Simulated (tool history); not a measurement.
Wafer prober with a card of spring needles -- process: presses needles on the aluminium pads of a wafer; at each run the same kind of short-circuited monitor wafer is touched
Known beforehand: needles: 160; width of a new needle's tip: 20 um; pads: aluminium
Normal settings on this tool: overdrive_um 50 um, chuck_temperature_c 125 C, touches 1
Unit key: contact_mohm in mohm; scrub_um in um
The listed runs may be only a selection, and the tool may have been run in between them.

run    day  overdrive_um  chuck_temperature_c  touches  contact_mohm  scrub_um
  1      0            50                  125        1           365     10.89
     0.179  -- tips cleaned on abrasive film
  2  0.608            50                  125        1           339     10.98
     0.817  -- tips cleaned on abrasive film
  3  1.154            50                  125        1           324     10.69
     1.421  -- tips cleaned on abrasive film
  4  1.788            50                  105        1           334      10.9
     2.012  -- tips cleaned on abrasive film
  5  2.483            50                  125        2           286      10.7
     2.608  -- tips cleaned on abrasive film
  6  3.175            54                  125        2           282     11.55
     3.221  -- tips cleaned on abrasive film
     3.817  -- tips cleaned on abrasive film
  7  4.029            54                   44        2           240     11.71
     4.446  -- tips cleaned on abrasive film
  8  4.667            54                   91        2           240     11.59
     5.062  -- tips cleaned on abrasive film
  9  5.571            54                   91        2           278     11.54
     5.671  -- tips cleaned on abrasive film
     6.271  -- tips cleaned on abrasive film
 10  6.279            54                   91        2           194      11.6
     6.862  -- tips cleaned on abrasive film
 11   7.25            54                   91        2           263     11.52

Run 12, settings as shown, results not yet in. Your forecast:
     7.479  -- tips cleaned on abrasive film
 12  8.017            50                  125        1             ?         ?

Logged for run 12: contact_mohm 372 mohm, scrub_um 10.59 um.
If the tool had no hidden condition, the same run with the same run-to-run variation would have returned contact_mohm 187 mohm, scrub_um 11.01 um.

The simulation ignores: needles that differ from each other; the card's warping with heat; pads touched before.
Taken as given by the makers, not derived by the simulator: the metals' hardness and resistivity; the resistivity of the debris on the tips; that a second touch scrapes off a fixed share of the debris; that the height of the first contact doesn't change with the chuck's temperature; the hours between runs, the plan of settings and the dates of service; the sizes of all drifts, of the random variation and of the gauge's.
